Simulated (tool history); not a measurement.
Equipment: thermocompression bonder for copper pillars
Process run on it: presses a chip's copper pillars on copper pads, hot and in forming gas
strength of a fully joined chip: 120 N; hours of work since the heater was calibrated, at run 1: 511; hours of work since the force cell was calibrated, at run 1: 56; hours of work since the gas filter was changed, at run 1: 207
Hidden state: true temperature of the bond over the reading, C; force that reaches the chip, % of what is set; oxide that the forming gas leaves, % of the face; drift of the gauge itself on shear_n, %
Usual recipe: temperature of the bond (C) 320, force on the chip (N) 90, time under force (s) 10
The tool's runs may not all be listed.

run   hour  temperature of the bond (C)  force on the chip (N)  time under force (s)  hours of work since the heater was calibrated  hours of work since the force cell was calibrated  hours of work since the gas filter was changed  force that shears a chip off (N)
  1      0                          320                     90                    10                                            511                                                 56                                             207                              75.2
  2    6.2                          320                     92                    10                                            515                                                 60                                             212                              75.7
  3   16.8                          320                     94                    10                                            522                                                 67                                             219                              76.3
  4   26.2                          320                     94                    10                                            528                                                 74                                             225                              76.8
  5   37.6                          320                     94                    10                                            536                                                 81                                             233                              76.4
  6     47                          338                     90                    10                                            542                                                 88                                             239                              81.4
  7   58.5                          320                     90                    10                                            550                                                 96                                             247                              73.5
  8   73.4                          320                     90                    10                                            560                                                106                                             257                              73.7
  9   85.6                          320                     90                    10                                            569                                                114                                             266                              72.4
 10   98.2                          320                     90                    10                                            577                                                123                                             274                              72.8
 11  106.1                          320                     90                    10                                            583                                                128                                             280                              74.7
 12  118.9                          320                     90                    10                                            591                                                137                                             288                              73.4
 13  132.7                          320                     90                    10                                            601                                                146                                             298                              73.7
 14  147.6                          305                     90                    10                                            611                                                156                                             308                              65.8
     158.8  -- forming gas filter changed
 15  162.5                          330                     90                    10                                            621                                                166                                               3                              82.5
 16  169.1                          330                     90                    10                                            625                                                171                                               7                              81.4
 17  180.5                          330                     90                    10                                            633                                                178                                              15                              80.9
 18  187.6                          320                     90                    10                                            638                                                183                                              20                              76.1
 19  198.5                          320                     90                    10                                            645                                                190                                              27                              76.2
 20  207.7                          320                     90                     9                                            651                                                197                                              33                              73.2
 21  222.9                          342                    109                    18                                            662                                                207                                              44                             106.3
 22  235.9                          342                    109                    18                                            671                                                216                                              52                             105.8
 23  246.2                          342                    129                     9                                            678                                                223                                              59                             100.5
 24  254.5                          322                     59                     6                                            683                                                229                                              65                              44.5
 25  261.6                          322                     59                     6                                            688                                                233                                              70                              46.5
 26  275.4                          313                     55                     7                                            697                                                243                                              79                              41.5
 27  282.6                          313                     77                    30                                            702                                                248                                              84                              88.3
 28    290                          313                     77                    30                                            707                                                253                                              89                              86.7
 29  300.6                          313                     77                    30                                            715                                                260                                              96                              87.8
 30  310.7                          313                     77                    30                                            722                                                267                                             103                              85.9
 31  324.4                          335                     77                    22                                            731                                                276                                             113                              90.9
 32  331.2                          335                     67                    12                                            735                                                281                                             117                              70.2
 33  338.1                          335                     61                    20                                            740                                                285                                             122                                77
 34  344.9                          306                    130                    10                                            745                                                290                                             127                              88.1
 35  354.6                          303                     80                    10                                            751                                                297                                             133                              59.8
 36  363.8                          323                     78                     5                                            758                                                303                                             139                              54.8
 37  373.7                          303                     64                    10                                            764                                                310                                             146                              49.5
 38  383.1                          340                     72                    10                                            771                                                316                                             153                              72.8
 39    393                          311                    118                    10                                            777                                                323                                             159                              85.1

Each row is a separate what-if for the run after 39, all from the same tool condition, not one after another. Results?
  A  402.4                          291                    110                     6                                            784                                                329                                             166                                 ?
  B  402.4                          326                    110                    20                                            784                                                329                                             166                                 ?
  C  402.4                          311                    118                     9                                            784                                                329                                             166                                 ?
  D  402.4                          338                    107                    10                                            784                                                329                                             166                                 ?

run  force that shears a chip off (N)
  A                              59.9
  B                             100.6
  C                              83.2
  D                                92
With no hidden state in the tool, these same runs would have given:
run  force that shears a chip off (N)
  A                              62.5
  B                             103.9
  C                              86.3
  D                              95.1
